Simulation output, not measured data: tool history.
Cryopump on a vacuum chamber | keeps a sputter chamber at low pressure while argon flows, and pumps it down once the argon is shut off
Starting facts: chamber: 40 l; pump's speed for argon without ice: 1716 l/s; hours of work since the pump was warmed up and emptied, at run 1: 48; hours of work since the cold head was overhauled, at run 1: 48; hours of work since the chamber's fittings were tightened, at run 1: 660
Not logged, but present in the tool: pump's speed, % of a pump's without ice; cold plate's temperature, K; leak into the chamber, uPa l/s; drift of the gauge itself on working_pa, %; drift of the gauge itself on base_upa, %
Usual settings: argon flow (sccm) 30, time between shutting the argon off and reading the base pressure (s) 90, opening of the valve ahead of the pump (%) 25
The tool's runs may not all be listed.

run   hour  argon flow (sccm)  time between shutting the argon off and reading the base pressure (s)  opening of the valve ahead of the pump (%)  hours of work since the pump was warmed up and emptied  hours of work since the cold head was overhauled  hours of work since the chamber's fittings were tightened  pressure while argon flows (Pa)  pressure after the wait (uPa)
  1      0                 30                                                                     90                                          25                                                      48                                                48                                                        660                           0.1195                           0.85
  2   16.1                 30                                                                     90                                          25                                                      61                                                61                                                        673                           0.1187                           0.82
  3   36.8                 30                                                                     90                                          25                                                      77                                                77                                                        689                           0.1191                           0.81
  4   57.3                 30                                                                     90                                          18                                                      94                                                94                                                        706                           0.1646                           0.88
  5   89.7                 15                                                                     90                                          25                                                     119                                               119                                                        731                           0.0599                           0.93
  6  120.9                 15                                                                     90                                          25                                                     144                                               144                                                        756                             0.06                           0.85
  7  154.2                 15                                                                     90                                          25                                                     170                                               170                                                        782                           0.0593                            0.9
  8  175.3                 30                                                                     90                                          25                                                     187                                               187                                                        799                           0.1198                           0.94
  9  193.4                 30                                                                     90                                          25                                                     201                                               201                                                        813                           0.1198                            0.9
 10  229.3                 30                                                                     90                                          25                                                     229                                               229                                                        841                           0.1217                           0.99
 11  262.6                 49                                                                     90                                          25                                                     256                                               256                                                        868                           0.1983                           0.93
 12  291.5                 49                                                                    159                                          25                                                     278                                               278                                                        890                            0.197                           0.85
 13  326.1                 30                                                                     44                                          25                                                     306                                               306                                                        918                           0.1211                           1.35
 14    355                 30                                                                     44                                          25                                                     329                                               329                                                        941                           0.1222                           1.35
 15  386.3                 30                                                                     44                                          25                                                     353                                               353                                                        965                           0.1229                            1.4
 16  416.7                 30                                                                     44                                          32                                                     377                                               377                                                        989                           0.0974                           1.38
 17  440.3                 30                                                                     44                                          32                                                     396                                               396                                                       1008                           0.0975                           1.37
 18  472.1                 30                                                                     44                                          32                                                     421                                               421                                                       1033                           0.0975                           1.38
 19  500.7                 32                                                                    107                                          49                                                     444                                               444                                                       1056                           0.0699                           1.08
 20  532.2                 14                                                                     21                                          25                                                     469                                               469                                                       1081                           0.0587                           2.17
 21    557                 30                                                                     90                                          32                                                     488                                               488                                                       1100                           0.0981                           1.16
 22  588.6                 43                                                                     90                                          56                                                     513                                               513                                                       1125                           0.0852                           1.21
 23  611.2                 43                                                                     90                                          56                                                     531                                               531                                                       1143                           0.0848                            1.2
 24  634.5                 23                                                                     55                                          25                                                     549                                               549                                                       1161                           0.0952                           1.39
 25  662.2                 23                                                                    147                                          44                                                     571                                               571                                                       1183                            0.057                           1.17
 26  690.3                 26                                                                     39                                          16                                                     594                                               594                                                       1206                           0.1661                           1.76
 27  725.3                 13                                                                     47                                          56                                                     621                                               621                                                       1233                           0.0269                           1.57
 28    751                 13                                                                     47                                          56                                                     641                                               641                                                       1253                           0.0274                           1.63
 29  768.2                 45                                                                    245                                          42                                                     655                                               655                                                       1267                           0.1184                           1.15
 30  798.2                 40                                                                    208                                          25                                                     679                                               679                                                       1291                           0.1699                           1.22
 31  818.1                 25                                                                    258                                          20                                                     694                                               694                                                       1306                           0.1299                           1.21
 32    841                 35                                                                     90                                          21                                                     713                                               713                                                       1325                            0.175                           1.42
 33  865.6                 30                                                                     47                                          25                                                     732                                               732                                                       1344                           0.1289                           1.66

Each row is a separate what-if for the run after 33, all from the same tool condition, not one after another. Results?
  A   902                 30                                                                     90                                          24                                                     761                                               761                                                       1373                                ?                              ?
  B   902                 30                                                                     47                                          47                                                     761                                               761                                                       1373                                ?                              ?
  C   902                 37                                                                    137                                          19                                                     761                                               761                                                       1373                                ?                              ?
  D   902                 16                                                                     86                                          25                                                     761                                               761                                                       1373                                ?                              ?

run  pressure while argon flows (Pa)  pressure after the wait (uPa)
  A                           0.1339                           1.52
  B                           0.0745                           1.71
  C                           0.2056                           1.35
  D                           0.0675                           1.51
With no hidden state in the tool, these same runs would have given:
run  pressure while argon flows (Pa)  pressure after the wait (uPa)
  A                           0.1232                            0.5
  B                           0.0639                           0.74
  C                           0.1924                           0.38
  D                           0.0618                           0.51

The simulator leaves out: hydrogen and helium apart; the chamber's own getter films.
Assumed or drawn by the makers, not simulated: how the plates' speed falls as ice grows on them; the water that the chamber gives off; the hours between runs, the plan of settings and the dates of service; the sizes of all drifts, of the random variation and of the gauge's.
